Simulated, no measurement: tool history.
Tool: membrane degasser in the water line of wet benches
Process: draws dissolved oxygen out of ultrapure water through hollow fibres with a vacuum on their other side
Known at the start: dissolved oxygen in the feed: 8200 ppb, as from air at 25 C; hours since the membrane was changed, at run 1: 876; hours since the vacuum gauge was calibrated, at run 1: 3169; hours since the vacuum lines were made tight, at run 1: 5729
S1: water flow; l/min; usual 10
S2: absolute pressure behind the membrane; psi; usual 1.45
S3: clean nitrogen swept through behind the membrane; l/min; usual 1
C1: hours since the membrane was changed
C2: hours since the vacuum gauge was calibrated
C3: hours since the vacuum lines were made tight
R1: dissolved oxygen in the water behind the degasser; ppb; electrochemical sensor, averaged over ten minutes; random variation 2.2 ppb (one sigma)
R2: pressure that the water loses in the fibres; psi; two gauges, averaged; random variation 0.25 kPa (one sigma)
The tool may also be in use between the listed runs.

Run 1, day 0: usual settings; C1 876; C2 3169; C3 5729. Result: R1 229.7 ppb, R2 9.791 psi.
Run 2, day 3.167: usual settings; C1 952; C2 3245; C3 5805. Result: R1 229.9 ppb, R2 9.81 psi.
Run 3, day 5.167: usual settings; C1 1000; C2 3293; C3 5853. Result: R1 230.6 ppb, R2 9.816 psi.
Run 4, day 7.183: usual settings; C1 1049; C2 3342; C3 5902. Result: R1 235.3 ppb, R2 9.797 psi.
Run 5, day 10.042: usual settings; C1 1117; C2 3410; C3 5970. Result: R1 234 ppb, R2 9.813 psi.
Run 6, day 11.975: usual settings; C1 1164; C2 3457; C3 6017. Result: R1 233.5 ppb, R2 9.848 psi.
Run 7, day 15.642: usual settings; C1 1252; C2 3545; C3 6105. Result: R1 234.4 ppb, R2 9.845 psi.
Run 8, day 17.592: usual settings; C1 1299; C2 3591; C3 6152. Result: R1 233.3 ppb, R2 9.815 psi.
Run 9, day 20.258: usual settings but S2 0.87 psi; C1 1363; C2 3655; C3 6216. Result: R1 139.9 ppb, R2 9.832 psi.
Run 10, day 21.95: usual settings but S2 0.87 psi; C1 1403; C2 3696; C3 6256. Result: R1 139.4 ppb, R2 9.913 psi.
Run 11, day 23.638: usual settings but S1 7 l/min; C1 1444; C2 3737; C3 6297. Result: R1 162.8 ppb, R2 6.868 psi.
Run 12, day 26.896: usual settings but S1 7 l/min; C1 1522; C2 3815; C3 6375. Result: R1 162.3 ppb, R2 6.908 psi.
Run 13, day 29.096: usual settings; C1 1575; C2 3867; C3 6428. Result: R1 235.7 ppb, R2 9.834 psi.
Run 14, day 32.046: usual settings; C1 1645; C2 3938; C3 6499. Result: R1 237.4 ppb, R2 9.871 psi.
Run 15, day 35.304: usual settings but S2 0.91 psi, S3 0.99 l/min; C1 1724; C2 4017; C3 6577. Result: R1 148.6 ppb, R2 9.86 psi.
Run 16, day 38.283: usual settings but S1 7 l/min, S2 0.91 psi, S3 1.02 l/min; C1 1795; C2 4088; C3 6648. Result: R1 97.4 ppb, R2 6.901 psi.
Run 17, day 40.1: usual settings but S1 11 l/min, S2 1.74 psi; C1 1839; C2 4132; C3 6692. Result: R1 313.8 ppb, R2 10.897 psi.
Run 18, day 42.25: usual settings but S1 11 l/min, S2 1.89 psi; C1 1890; C2 4183; C3 6743. Result: R1 333.9 ppb, R2 10.911 psi.
Run 19, day 44.521: usual settings but S1 11 l/min, S2 1.89 psi, S3 1.51 l/min; C1 1945; C2 4238; C3 6798. Result: R1 253.3 ppb, R2 10.85 psi.
Run 20, day 46.733: usual settings but S1 11 l/min, S2 1.89 psi, S3 1.51 l/min; C1 1998; C2 4291; C3 6851. Result: R1 256.5 ppb, R2 10.966 psi.
Run 21, day 50.171: usual settings but S1 8 l/min, S2 1.61 psi, S3 1.51 l/min; C1 2080; C2 4373; C3 6933. Result: R1 159.2 ppb, R2 7.915 psi.
Run 22, day 52.288: usual settings but S3 0.6 l/min; C1 2131; C2 4424; C3 6984. Result: R1 330.5 ppb, R2 9.928 psi.
Run 23, day 53.875: usual settings but S3 0.6 l/min; C1 2169; C2 4462; C3 7022. Result: R1 331.4 ppb, R2 9.944 psi.
Run 24, day 56: usual settings but S1 12 l/min, S2 3.21 psi, S3 0.72 l/min; C1 2220; C2 4513; C3 7073. Result: R1 769.1 ppb, R2 11.932 psi.
Run 25, day 58.479: usual settings but S1 12 l/min, S2 1.49 psi, S3 2.34 l/min; C1 2280; C2 4573; C3 7133. Result: R1 182.6 ppb, R2 12.012 psi.
Run 26, day 61.121: usual settings but S1 8 l/min, S2 1.49 psi, S3 2.34 l/min; C1 2343; C2 4636; C3 7196. Result: R1 115.1 ppb, R2 7.964 psi.
Run 27, day 63.758: usual settings but S1 9 l/min, S3 2.9 l/min; C1 2407; C2 4699; C3 7260. Result: R1 119 ppb, R2 8.944 psi.

3 ways to go on from here, each from the tool as it stands after run 27. What would each give?
Run A, day 65.842: usual settings but S2 2.15 psi, S3 1.78 l/min; C1 2457; C2 4749; C3 7310. Result: R1 ?, R2 ?.
Run B, day 65.842: usual settings but S1 15 l/min, S3 2.9 l/min; C1 2457; C2 4749; C3 7310. Result: R1 ?, R2 ?.
Run C, day 65.842: usual settings but S1 14 l/min; C1 2457; C2 4749; C3 7310. Result: R1 ?, R2 ?.

run     R1      R2
  A  236.3   9.937
  B  212.2  14.907
  C  333.5  13.825
Without the tool's hidden state the same runs would have given:
run     R1      R2
  A  220.2   9.731
  B    197  14.598
  C  313.3  13.538
